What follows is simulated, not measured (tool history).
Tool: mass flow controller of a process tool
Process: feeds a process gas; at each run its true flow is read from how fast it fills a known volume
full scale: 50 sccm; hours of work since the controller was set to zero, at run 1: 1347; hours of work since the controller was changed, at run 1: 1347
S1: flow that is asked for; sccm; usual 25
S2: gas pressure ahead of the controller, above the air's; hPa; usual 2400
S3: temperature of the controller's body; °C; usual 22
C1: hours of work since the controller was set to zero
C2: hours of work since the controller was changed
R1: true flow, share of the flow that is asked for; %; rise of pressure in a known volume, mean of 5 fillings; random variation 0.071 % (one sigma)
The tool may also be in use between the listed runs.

run    hour  S1    S2  S3    C1    C2      R1
  1       0  25  2400  22  1347  1347   99.63
  2   114.1  25  2400  22  1396  1396   99.79
  3   173.9  25  2400  22  1421  1421   99.89
  4   263.8  25  2400  22  1460  1460    99.6
  5     374  25  2400  22  1507  1507   99.72
  6   435.9  25  2400  22  1534  1534   99.75
  7   534.5  25  2400  22  1576  1576   99.89
  8   624.5  25  2400  22  1614  1614   99.65
  9   695.5  31  2400  22  1645  1645   99.56
 10   808.3  31  2400  22  1693  1693   99.69
 11   872.3  31  2400  36  1721  1721   98.71
 12   973.1  31  2400  36  1764  1764   98.82
 13  1047.5  31  2400  36  1796  1796   98.71
 14  1141.3  21  1760  22  1836  1836   99.59
 15  1240.7  10  2690  32  1878  1878    99.8
     1247.4  -- controller's zero set anew
 16    1329  10  2690  32    35  1916  100.06
 17  1395.7  31  2690  33    64  1945   99.08
 18  1480.6  31  2690  33   100  1981   99.14
 19  1582.5  13  2400  35   144  2025   99.56
     1600.4  -- controller's zero set anew, once more
 20  1652.7  13  2400  35    22  2054   97.81
 21  1717.8  45  1910  39    50  2082   98.21
 22  1774.2  45  1910  39    74  2106   98.09
 23  1846.4  43  2620  27   105  2137   99.13
 24  1941.9  11  2620  34   146  2178      98
 25  2031.1  25  1590  33   185  2216   98.04
 26  2134.8  25  1590  33   229  2261   98.09

Measured less the same run without the tool's hidden state. The same run-to-run variation is in both; the gauge's scatter may not be:
The hidden state here: flow at rest that the sensor doesn't see, % of full scale; true flow over the shown one, %; drift of the gauge itself on true_pct, %.
run     R1
  1     +0
  2     +0
  3     +0
  4     +0
  5  -0.01
  6  -0.01
  7  -0.01
  8  -0.01
  9  -0.14
 10  -0.14
 11  -0.14
 12  -0.15
 13  -0.15
 14   +0.1
 15     +1
 16  +1.36
 17  -0.06
 18  -0.07
 19  +0.91
 20  -0.71
 21  -0.77
 22  -0.78
 23  -0.78
 24  -0.64
 25  -0.76
 26  -0.76
